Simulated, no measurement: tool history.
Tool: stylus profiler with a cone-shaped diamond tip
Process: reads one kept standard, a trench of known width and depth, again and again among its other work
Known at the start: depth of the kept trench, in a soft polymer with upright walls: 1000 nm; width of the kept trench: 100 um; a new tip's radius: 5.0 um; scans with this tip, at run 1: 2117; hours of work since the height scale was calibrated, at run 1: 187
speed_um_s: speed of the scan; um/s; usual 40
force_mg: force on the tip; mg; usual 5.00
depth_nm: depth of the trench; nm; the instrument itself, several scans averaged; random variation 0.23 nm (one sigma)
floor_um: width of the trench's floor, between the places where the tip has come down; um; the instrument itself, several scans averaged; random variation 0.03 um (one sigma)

run    hour  speed_um_s  force_mg  scans with this tip  hours of work since the height scale was calibrated  depth_nm  floor_um
  1     0.0          40      5.00                 2117                                                  187   1022.03     93.18
  2    31.3          40      5.00                 2361                                                  209   1022.20     93.14
  3    88.0          40      5.00                 2804                                                  248   1021.55     92.98
  4   140.7          40      5.00                 3216                                                  284   1021.69     92.88
  5   195.1          40     13.60                 3641                                                  322   1043.31     92.82
  6   248.4          29      5.00                 4057                                                  359   1021.34     92.70
  7   294.5          29      5.00                 4417                                                  391   1021.49     92.62
  8   324.9          29      5.00                 4655                                                  412   1021.75     92.53
  9   355.6          29      5.00                 4895                                                  433   1021.44     92.47
 10   390.4          29      5.00                 5166                                                  457   1021.57     92.38
 11   432.2         131      5.00                 5493                                                  486   1021.10     91.89
 12   458.5         131      5.00                 5698                                                  504   1021.15     91.81
 13   485.2         131      5.00                 5907                                                  522   1020.89     91.72
 14   514.1         131      5.00                 6133                                                  542   1020.78     91.71
 15   540.5          40     11.65                 6339                                                  561   1038.84     92.03
 16   599.3          40     10.42                 6799                                                  601   1035.26     91.92
 17   660.3          40      5.00                 7275                                                  643   1020.99     91.77
 18   712.5          40      5.00                 7683                                                  680   1020.62     91.68
 19   750.5          40      4.03                 7979                                                  706   1017.66     91.56
 20   781.3          40      4.03                 8220                                                  727   1017.44     91.45
 21   836.5          40      4.03                 8651                                                  765   1017.11     91.37
 22   879.0          40      4.03                 8983                                                  795   1017.24     91.34
      931.2  -- new tip fitted, height scale calibrated
 23   937.0          40      4.03                   46                                                    4   1019.38     93.92
 24   995.8          40      4.03                  505                                                   45   1020.09     93.79
 25  1032.8          40      4.03                  794                                                   70   1019.97     93.70
 26  1077.5          21      5.07                 1143                                                  101   1022.70     93.68
 27  1132.6          11      2.32                 1574                                                  139   1013.48     93.57
 28  1189.4         129      2.82                 2017                                                  178   1015.45     92.85
 29  1229.2          23      9.38                 2329                                                  206   1034.48     93.25
 30  1263.9         103      1.91                 2599                                                  230   1011.37     92.67
 31  1316.5         103      1.91                 3010                                                  266   1011.37     92.52
 32  1377.6          47      6.83                 3488                                                  308   1027.05     92.90
 33  1424.2          18      5.00                 3852                                                  341   1021.71     92.86
 34  1454.5          18      5.00                 4088                                                  362   1022.25     92.77
 35  1508.5          61      8.86                 4510                                                  399   1032.61     92.55
 36  1562.3          61      8.86                 4930                                                  436   1032.39     92.44
 37  1596.0          61      8.86                 5193                                                  459   1032.43     92.36
 38  1644.4          12      5.57                 5572                                                  493   1023.07     92.40
 39  1693.1          12      5.57                 5952                                                  527   1023.65     92.31
 40  1725.6          33     12.96                 6206                                                  549   1041.97     92.14
 41  1756.9          72     10.92                 6451                                                  571   1036.67     92.02
 42  1790.0          20      4.85                 6709                                                  593   1020.86     92.09
 43  1821.3          20      4.85                 6954                                                  615   1020.82     92.01
 44  1859.9         108      4.76                 7256                                                  642   1020.75     91.56
 45  1896.9          13      5.42                 7544                                                  667   1022.64     91.87
 46  1937.4          13      5.42                 7861                                                  695   1022.49     91.83
 47  1988.9          82      1.73                 8263                                                  731   1009.35     91.25

Forecast each of these 3 alternatives for the next run:
  A  2031.2         138      1.73                 8594                                                  760         ?         ?
  B  2031.2          73      1.73                 8594                                                  760         ?         ?
  C  2031.2          15      7.78                 8594                                                  760         ?         ?

run  depth_nm  floor_um
  A   1008.83     90.77
  B   1009.42     91.20
  C   1029.11     91.57
Without the tool's hidden state the same runs would have given:
run  depth_nm  floor_um
  A   1010.74     93.11
  B   1011.33     93.54
  C   1031.05     93.91

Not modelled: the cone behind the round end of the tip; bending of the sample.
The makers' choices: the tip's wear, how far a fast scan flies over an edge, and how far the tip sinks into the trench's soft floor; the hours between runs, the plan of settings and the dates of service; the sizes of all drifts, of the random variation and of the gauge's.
